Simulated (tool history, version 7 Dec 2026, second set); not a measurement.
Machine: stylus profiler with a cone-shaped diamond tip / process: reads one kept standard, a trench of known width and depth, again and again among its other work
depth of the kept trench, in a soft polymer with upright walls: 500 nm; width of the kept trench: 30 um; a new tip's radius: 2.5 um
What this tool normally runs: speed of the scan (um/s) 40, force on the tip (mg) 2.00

run    day  speed of the scan (um/s)  force on the tip (mg)  depth of the trench (nm)  width of the trench's floor (um)
  1  0.000                        40                   2.00                    503.27                             26.65
  2  0.612                        40                   4.69                    506.03                             26.73
  3  1.283                        40                   4.69                    505.61                             26.66
  4  1.754                        40                   3.21                    504.73                             26.66
  5  2.371                        40                   3.21                    504.46                             26.65
  6  2.925                        40                   3.21                    504.83                             26.65
  7  3.512                        67                   2.00                    503.63                             26.54
  8  4.179                        67                   2.00                    503.98                             26.52
  9  4.600                        40                   2.00                    503.58                             26.62
 10  4.983                        40                   2.00                    503.68                             26.60
 11  5.658                        40                   2.00                    503.96                             26.60
 12  6.275                        40                   4.95                    506.21                             26.66
 13  6.971                        40                   4.95                    505.98                             26.63
 14  7.308                        40                   2.00                    503.80                             26.56
 15  7.746                        40                   2.00                    503.56                             26.58
 16  8.304                        40                   2.86                    504.51                             26.62
 17  8.667                        43                   2.00                    503.60                             26.63
 18  9.142                        43                   2.00                    503.73                             26.54
 19  9.458                        43                   2.00                    503.81                             26.59

Run 20 comes next. What will it give?
 20  10.029                        43                   2.00                         ?                                 ?

Run 20 yielded depth of the trench (nm) 503.78, width of the trench's floor (um) 26.57.
Were there no unlogged condition in the tool, this run, its random variation unchanged, would have produced depth of the trench (nm) 503.16, width of the trench's floor (um) 26.81.

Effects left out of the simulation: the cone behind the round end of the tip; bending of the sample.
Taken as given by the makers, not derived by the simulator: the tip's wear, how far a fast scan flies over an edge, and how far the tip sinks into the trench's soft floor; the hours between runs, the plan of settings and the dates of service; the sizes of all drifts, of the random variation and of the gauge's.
